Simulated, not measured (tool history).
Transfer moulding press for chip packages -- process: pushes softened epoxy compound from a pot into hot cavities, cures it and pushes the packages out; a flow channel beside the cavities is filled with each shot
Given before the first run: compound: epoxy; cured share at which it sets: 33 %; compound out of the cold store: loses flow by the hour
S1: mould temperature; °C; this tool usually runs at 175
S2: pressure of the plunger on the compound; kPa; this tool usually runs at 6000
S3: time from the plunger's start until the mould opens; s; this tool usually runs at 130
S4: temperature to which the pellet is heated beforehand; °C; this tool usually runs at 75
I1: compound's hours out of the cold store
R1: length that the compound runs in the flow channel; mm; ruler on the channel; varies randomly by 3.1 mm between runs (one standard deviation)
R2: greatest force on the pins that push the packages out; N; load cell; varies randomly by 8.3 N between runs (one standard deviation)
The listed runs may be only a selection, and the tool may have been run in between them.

run 1 hour=0 | S1=175 S2=6000 S3=130 S4=75 | I1=11.6 | R1=1020 R2=632
-- hour=14.6 cavities cleaned with cleaning compound and waxed
-- hour=43.7 mould's thermocouples calibrated
run 2 hour=43.7 | S1=175 S2=6000 S3=130 S4=75 | I1=28.8 | R1=930 R2=723
run 3 hour=71.9 | S1=175 S2=6000 S3=130 S4=75 | I1=36.4 | R1=897 R2=687
run 4 hour=102.9 | S1=181 S2=6000 S3=130 S4=75 | I1=25.8 | R1=910 R2=646
-- hour=131.1 cavities cleaned with cleaning compound and waxed
-- hour=148.5 cavities cleaned with cleaning compound and waxed, once more
run 5 hour=148.5 | S1=181 S2=6000 S3=130 S4=75 | I1=26 | R1=912 R2=340
run 6 hour=181 | S1=175 S2=6000 S3=130 S4=75 | I1=8.5 | R1=1030 R2=525
run 7 hour=216.9 | S1=175 S2=6000 S3=130 S4=75 | I1=18.3 | R1=979 R2=614
run 8 hour=241.7 | S1=175 S2=6000 S3=130 S4=75 | I1=16.5 | R1=988 R2=619
-- hour=262.2 cavities cleaned with cleaning compound and waxed
run 9 hour=266.9 | S1=175 S2=6000 S3=130 S4=72 | I1=10.7 | R1=1012 R2=421
-- hour=277.2 plunger's sealing rings changed
run 10 hour=300.9 | S1=175 S2=6000 S3=130 S4=72 | I1=25 | R1=967 R2=524
run 11 hour=341.3 | S1=175 S2=6000 S3=130 S4=72 | I1=42.9 | R1=877 R2=603
-- hour=378.9 cavities cleaned with cleaning compound and waxed
run 12 hour=378.9 | S1=175 S2=6000 S3=130 S4=75 | I1=24.6 | R1=960 R2=378
run 13 hour=397.3 | S1=175 S2=6000 S3=130 S4=75 | I1=16.1 | R1=1000 R2=462
run 14 hour=436.1 | S1=175 S2=6000 S3=130 S4=75 | I1=18.9 | R1=990 R2=568
run 15 hour=462.8 | S1=182 S2=6000 S3=130 S4=80 | I1=33.9 | R1=879 R2=567
-- hour=494.4 cavities cleaned with cleaning compound and waxed
run 16 hour=499.1 | S1=182 S2=6000 S3=130 S4=80 | I1=28.7 | R1=901 R2=372
run 17 hour=528.7 | S1=180 S2=6000 S3=130 S4=84 | I1=25.9 | R1=923 R2=466
run 18 hour=566.7 | S1=176 S2=7140 S3=147 S4=75 | I1=35 | R1=976 R2=536
run 19 hour=588 | S1=181 S2=6000 S3=164 S4=75 | I1=23.6 | R1=926 R2=551
-- hour=610.2 cavities cleaned with cleaning compound and waxed
run 20 hour=611.4 | S1=175 S2=6000 S3=141 S4=69 | I1=36.8 | R1=891 R2=368
run 21 hour=643.4 | S1=175 S2=6000 S3=141 S4=69 | I1=45.1 | R1=856 R2=471
-- hour=676.3 plunger's sealing rings changed
run 22 hour=680.2 | S1=175 S2=6000 S3=130 S4=84 | I1=14 | R1=1026 R2=594
run 23 hour=717.1 | S1=175 S2=5160 S3=139 S4=84 | I1=35.1 | R1=855 R2=591
-- hour=727 cavities cleaned with cleaning compound and waxed
run 24 hour=740.9 | S1=175 S2=5160 S3=139 S4=84 | I1=22 | R1=900 R2=430
run 25 hour=766.6 | S1=175 S2=5160 S3=139 S4=84 | I1=19.8 | R1=911 R2=511
run 26 hour=804.7 | S1=175 S2=7370 S3=133 S4=71 | I1=40 | R1=990 R2=593
run 27 hour=834 | S1=175 S2=7370 S3=133 S4=71 | I1=31.4 | R1=1025 R2=602

Forecast each of these 3 alternatives for the next run:
-- hour=842.9 cavities cleaned with cleaning compound and waxed
run A hour=873.1 | S1=183 S2=7370 S3=158 S4=71 | I1=23.3 | R1=? R2=?
-- hour=842.9 cavities cleaned with cleaning compound and waxed
run B hour=873.1 | S1=169 S2=6000 S3=130 S4=70 | I1=25.9 | R1=? R2=?
-- hour=842.9 cavities cleaned with cleaning compound and waxed
run C hour=873.1 | S1=171 S2=4730 S3=117 S4=71 | I1=15.4 | R1=? R2=?

run=A R1=1026 R2=446
run=B R1=987 R2=699
run=C R1=917 R2=757
Without the tool's hidden state the same runs would have given:
run=A R1=1033 R2=335
run=B R1=993 R2=497
run=C R1=923 R2=534

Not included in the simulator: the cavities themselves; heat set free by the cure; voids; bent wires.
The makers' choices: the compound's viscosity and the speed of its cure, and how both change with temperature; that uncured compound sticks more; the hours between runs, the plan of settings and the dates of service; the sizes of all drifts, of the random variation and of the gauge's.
